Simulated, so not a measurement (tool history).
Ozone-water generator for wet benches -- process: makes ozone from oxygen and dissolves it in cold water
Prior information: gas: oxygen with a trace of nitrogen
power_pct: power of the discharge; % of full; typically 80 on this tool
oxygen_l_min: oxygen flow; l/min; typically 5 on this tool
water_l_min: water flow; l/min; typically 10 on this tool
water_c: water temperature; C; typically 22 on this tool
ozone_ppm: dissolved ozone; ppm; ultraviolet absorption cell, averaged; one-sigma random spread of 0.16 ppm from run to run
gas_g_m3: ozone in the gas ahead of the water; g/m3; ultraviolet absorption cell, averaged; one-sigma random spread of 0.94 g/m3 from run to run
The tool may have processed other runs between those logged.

run,hour,power_pct,oxygen_l_min,water_l_min,water_c,ozone_ppm,gas_g_m3
1,0,80,5,10,22,20.1,159
2,124.7,80,5,10,22,20.1,160.3
3,196.3,80,5,10,22,19.9,159.5
4,273.1,96,5,10,22,23.7,189.8
# hour 358.5: water thermometer calibrated
5,389.8,80,5,12,22,17.1,160.3
6,529.7,80,5,12,22,17.2,158.8
7,646.9,60,5.18,11,21,14.3,120.6

Predict the results of run 8:
8,778.3,80,7.39,10,22,?,?

{"run 8": {"ozone_ppm": 19.7, "gas_g_m3": 139.5}}
Without the tool's hidden state the same run would have given ozone_ppm 19.8 ppm, gas_g_m3 138.9 g/m3.
